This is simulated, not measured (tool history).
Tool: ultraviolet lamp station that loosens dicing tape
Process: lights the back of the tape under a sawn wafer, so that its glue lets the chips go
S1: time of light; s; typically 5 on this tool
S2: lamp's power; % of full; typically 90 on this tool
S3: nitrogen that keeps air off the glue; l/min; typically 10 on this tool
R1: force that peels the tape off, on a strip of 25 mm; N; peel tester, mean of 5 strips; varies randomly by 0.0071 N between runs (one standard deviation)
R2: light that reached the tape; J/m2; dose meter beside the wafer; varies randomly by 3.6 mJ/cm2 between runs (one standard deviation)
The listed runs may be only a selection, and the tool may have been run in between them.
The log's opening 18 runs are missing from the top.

run     day  S1   S2  S3     R1    R2
 19   9.725   5   98  10  0.392  4340
      9.788  -- window cleaned of glue's vapour, once more
 20  10.075   3   66  12  1.105  2140
 21  10.704   5   72   5  0.747  3850
 22  11.096   3   87   5  1.189  2790
 23  11.454   3   90   4  1.254  2860
 24  12.038   3   71   4  1.649  2220
 25  12.354   5   73  10  0.473  3790
 26  12.842   2   87  14  1.313  1830
 27  13.221   3  100   5   0.98  3100
 28  13.683   3  100   5  0.982  3080
 29  14.162  10   90  10  0.187  9210
 30  14.704  10   90  10    0.2  9200
 31  15.288   7   63  11  0.373  4410

Here are 4 independent what-if runs from the current tool condition. What would each one return?
  A  15.812   3  97   8   ?   ?
  B  15.812   7  67   4   ?   ?
  C  15.812   5  75   7   ?   ?
  D  15.812   5  79   5   ?   ?

run     R1    R2
  A  0.846  2930
  B  0.618  4690
  C  0.595  3780
  D  0.703  3970
Had the tool no hidden state, the same runs would have come out as:
run     R1    R2
  A  0.544  3850
  B  0.388  6180
  C  0.374  4980
  D  0.443  5230
